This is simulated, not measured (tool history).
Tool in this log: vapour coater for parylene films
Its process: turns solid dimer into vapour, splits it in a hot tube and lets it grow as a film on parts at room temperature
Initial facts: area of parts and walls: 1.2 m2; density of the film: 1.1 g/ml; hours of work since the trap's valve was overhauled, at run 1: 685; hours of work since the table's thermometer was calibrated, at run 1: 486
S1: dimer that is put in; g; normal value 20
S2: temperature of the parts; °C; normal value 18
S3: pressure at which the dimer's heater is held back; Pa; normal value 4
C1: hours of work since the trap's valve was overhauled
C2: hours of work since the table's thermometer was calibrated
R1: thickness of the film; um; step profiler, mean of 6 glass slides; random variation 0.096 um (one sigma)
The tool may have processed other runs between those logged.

run,hour,S1,S2,S3,C1,C2,R1
1,0,20,18,4,685,486,11.65
# hour 7: trap's valve overhauled
2,20.5,12,18,4,11,499,7.09
3,33.4,20,13,4,21,509,14.2
4,42.1,20,13,4,27,516,14.23
5,55.1,19,18,4,38,526,11.12
6,62.3,17,18,4,43,532,9.97
7,73.1,17,18,4,52,540,9.9
8,87.5,20,18,2.32,63,552,12.19
9,95.3,20,18,2.32,69,558,12.06
10,111.5,20,18,11.34,82,570,10.99
11,126.3,20,18,5.26,93,582,11.56
12,139.8,20,12,4,104,593,14.89
13,149.2,20,18,6.21,111,600,11.23
14,158,20,18,6.21,118,607,11.42
15,172.4,20,18,10.3,129,618,10.94
16,183.8,20,18,10.3,138,627,11.04
17,195.8,20,18,11.4,148,636,10.96
18,203.3,20,18,4,153,642,11.72
19,214.6,20,18,4,162,651,11.53
20,221.6,20,18,4,168,656,11.72
21,236.9,20,18,4,180,668,11.73
22,249.2,20,18,4,189,678,11.83
23,258.7,20,18,4,197,685,11.66
24,267.8,20,18,4,204,693,11.55
25,280.1,20,18,4,213,702,11.79
26,287.6,20,10,2.75,219,708,15.06

The next listed run, before its measurement:
27,299.8,20,10,2.75,229,718,?

Logged for run 27: R1 14.5 um.
Take away the tool's hidden state, keep the run-to-run variation as it was, and the same run would have given R1 14.51 um.
